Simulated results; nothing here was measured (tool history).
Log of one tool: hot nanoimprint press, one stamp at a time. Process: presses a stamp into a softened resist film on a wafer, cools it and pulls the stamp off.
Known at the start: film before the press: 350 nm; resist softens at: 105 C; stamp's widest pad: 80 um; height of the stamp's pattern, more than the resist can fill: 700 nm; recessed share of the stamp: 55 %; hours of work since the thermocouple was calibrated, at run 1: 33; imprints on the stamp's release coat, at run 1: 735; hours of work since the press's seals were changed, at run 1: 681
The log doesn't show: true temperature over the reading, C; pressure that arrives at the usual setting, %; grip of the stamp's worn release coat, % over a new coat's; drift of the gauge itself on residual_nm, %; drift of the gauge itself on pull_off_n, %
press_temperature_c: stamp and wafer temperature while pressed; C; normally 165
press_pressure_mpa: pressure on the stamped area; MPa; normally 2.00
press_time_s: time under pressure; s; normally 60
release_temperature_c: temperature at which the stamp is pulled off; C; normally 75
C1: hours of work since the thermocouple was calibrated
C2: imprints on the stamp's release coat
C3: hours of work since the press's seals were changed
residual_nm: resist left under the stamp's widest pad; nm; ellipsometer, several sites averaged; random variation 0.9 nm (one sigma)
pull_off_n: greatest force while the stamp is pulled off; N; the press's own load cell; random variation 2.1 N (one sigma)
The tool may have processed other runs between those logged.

run 1 hour=0.0 | press_temperature_c=165 press_pressure_mpa=2.00 press_time_s=60 release_temperature_c=75 | C1=33 C2=735 C3=681 | residual_nm=125.8 pull_off_n=127
run 2 hour=48.5 | press_temperature_c=165 press_pressure_mpa=2.00 press_time_s=60 release_temperature_c=75 | C1=52 C2=807 C3=701 | residual_nm=126.4 pull_off_n=132
run 3 hour=85.9 | press_temperature_c=165 press_pressure_mpa=2.00 press_time_s=60 release_temperature_c=75 | C1=67 C2=862 C3=716 | residual_nm=127.6 pull_off_n=131
run 4 hour=128.3 | press_temperature_c=165 press_pressure_mpa=2.00 press_time_s=60 release_temperature_c=68 | C1=84 C2=924 C3=733 | residual_nm=128.0 pull_off_n=163
run 5 hour=162.8 | press_temperature_c=165 press_pressure_mpa=2.00 press_time_s=43 release_temperature_c=75 | C1=98 C2=975 C3=747 | residual_nm=146.6 pull_off_n=137
run 6 hour=208.3 | press_temperature_c=165 press_pressure_mpa=2.92 press_time_s=43 release_temperature_c=75 | C1=117 C2=1042 C3=765 | residual_nm=126.8 pull_off_n=139
-- hour=245.2 press's hydraulic seals changed and the load cell set to zero
-- hour=267.5 stamp cleaned and given a new release coat
run 7 hour=276.7 | press_temperature_c=165 press_pressure_mpa=2.92 press_time_s=43 release_temperature_c=75 | C1=139 C2=13 C3=10 | residual_nm=125.8 pull_off_n=110
run 8 hour=306.2 | press_temperature_c=165 press_pressure_mpa=2.92 press_time_s=43 release_temperature_c=75 | C1=151 C2=57 C3=22 | residual_nm=125.9 pull_off_n=116
run 9 hour=334.6 | press_temperature_c=165 press_pressure_mpa=2.92 press_time_s=43 release_temperature_c=75 | C1=162 C2=98 C3=34 | residual_nm=128.3 pull_off_n=115
run 10 hour=385.4 | press_temperature_c=165 press_pressure_mpa=2.92 press_time_s=43 release_temperature_c=75 | C1=183 C2=173 C3=54 | residual_nm=126.7 pull_off_n=117
run 11 hour=448.2 | press_temperature_c=165 press_pressure_mpa=2.92 press_time_s=43 release_temperature_c=75 | C1=208 C2=266 C3=80 | residual_nm=127.9 pull_off_n=117
run 12 hour=495.6 | press_temperature_c=165 press_pressure_mpa=2.00 press_time_s=60 release_temperature_c=75 | C1=227 C2=335 C3=99 | residual_nm=130.7 pull_off_n=123
run 13 hour=544.7 | press_temperature_c=165 press_pressure_mpa=2.00 press_time_s=60 release_temperature_c=75 | C1=247 C2=408 C3=119 | residual_nm=132.0 pull_off_n=124
-- hour=552.4 plate thermocouple calibrated
run 14 hour=605.3 | press_temperature_c=158 press_pressure_mpa=2.00 press_time_s=60 release_temperature_c=75 | C1=21 C2=493 C3=142 | residual_nm=197.3 pull_off_n=127
run 15 hour=659.8 | press_temperature_c=158 press_pressure_mpa=2.00 press_time_s=60 release_temperature_c=75 | C1=43 C2=573 C3=164 | residual_nm=197.5 pull_off_n=127
run 16 hour=688.2 | press_temperature_c=165 press_pressure_mpa=1.41 press_time_s=60 release_temperature_c=75 | C1=55 C2=615 C3=176 | residual_nm=156.4 pull_off_n=131
run 17 hour=746.8 | press_temperature_c=165 press_pressure_mpa=1.41 press_time_s=60 release_temperature_c=75 | C1=79 C2=701 C3=199 | residual_nm=156.6 pull_off_n=133
run 18 hour=788.0 | press_temperature_c=176 press_pressure_mpa=1.34 press_time_s=61 release_temperature_c=75 | C1=95 C2=762 C3=216 | residual_nm=90.6 pull_off_n=128
run 19 hour=829.6 | press_temperature_c=167 press_pressure_mpa=2.81 press_time_s=71 release_temperature_c=72 | C1=112 C2=823 C3=233 | residual_nm=98.5 pull_off_n=147
-- hour=858.3 plate thermocouple calibrated, once more
run 20 hour=870.4 | press_temperature_c=167 press_pressure_mpa=2.81 press_time_s=71 release_temperature_c=72 | C1=5 C2=878 C3=248 | residual_nm=87.7 pull_off_n=140
run 21 hour=918.4 | press_temperature_c=165 press_pressure_mpa=2.00 press_time_s=60 release_temperature_c=64 | C1=24 C2=949 C3=268 | residual_nm=126.1 pull_off_n=177
run 22 hour=946.5 | press_temperature_c=165 press_pressure_mpa=2.19 press_time_s=60 release_temperature_c=64 | C1=36 C2=990 C3=279 | residual_nm=121.0 pull_off_n=177
run 23 hour=1011.0 | press_temperature_c=165 press_pressure_mpa=2.19 press_time_s=60 release_temperature_c=64 | C1=62 C2=1085 C3=305 | residual_nm=123.3 pull_off_n=182
-- hour=1034.6 stamp cleaned and given a new release coat
run 24 hour=1073.9 | press_temperature_c=165 press_pressure_mpa=2.00 press_time_s=60 release_temperature_c=76 | C1=85 C2=58 C3=328 | residual_nm=127.5 pull_off_n=109
run 25 hour=1103.7 | press_temperature_c=160 press_pressure_mpa=2.53 press_time_s=56 release_temperature_c=79 | C1=97 C2=102 C3=340 | residual_nm=158.1 pull_off_n=99
run 26 hour=1169.6 | press_temperature_c=170 press_pressure_mpa=2.08 press_time_s=37 release_temperature_c=75 | C1=124 C2=199 C3=367 | residual_nm=118.2 pull_off_n=114
run 27 hour=1220.5 | press_temperature_c=157 press_pressure_mpa=2.08 press_time_s=37 release_temperature_c=80 | C1=144 C2=274 C3=387 | residual_nm=229.4 pull_off_n=100
run 28 hour=1253.3 | press_temperature_c=157 press_pressure_mpa=2.08 press_time_s=37 release_temperature_c=80 | C1=157 C2=322 C3=401 | residual_nm=230.6 pull_off_n=98
run 29 hour=1304.7 | press_temperature_c=157 press_pressure_mpa=2.08 press_time_s=37 release_temperature_c=80 | C1=178 C2=398 C3=422 | residual_nm=232.8 pull_off_n=106
run 30 hour=1334.3 | press_temperature_c=157 press_pressure_mpa=2.08 press_time_s=37 release_temperature_c=80 | C1=190 C2=442 C3=434 | residual_nm=231.5 pull_off_n=107
run 31 hour=1376.6 | press_temperature_c=166 press_pressure_mpa=2.00 press_time_s=60 release_temperature_c=74 | C1=207 C2=504 C3=451 | residual_nm=125.7 pull_off_n=127

Here are 3 independent what-if runs from the current tool condition. What would each one return?
run A hour=1430.6 | press_temperature_c=165 press_pressure_mpa=2.00 press_time_s=60 release_temperature_c=75 | C1=229 C2=583 C3=472 | residual_nm=? pull_off_n=?
run B hour=1430.6 | press_temperature_c=166 press_pressure_mpa=2.89 press_time_s=60 release_temperature_c=74 | C1=229 C2=583 C3=472 | residual_nm=? pull_off_n=?
run C hour=1430.6 | press_temperature_c=165 press_pressure_mpa=1.20 press_time_s=60 release_temperature_c=75 | C1=229 C2=583 C3=472 | residual_nm=? pull_off_n=?

run=A residual_nm=133.6 pull_off_n=131
run=B residual_nm=106.8 pull_off_n=132
run=C residual_nm=164.9 pull_off_n=134
Stripped of hidden state, with their random variation kept, the same runs would have yielded:
run=A residual_nm=125.3 pull_off_n=111
run=B residual_nm=99.6 pull_off_n=113
run=C residual_nm=155.7 pull_off_n=115
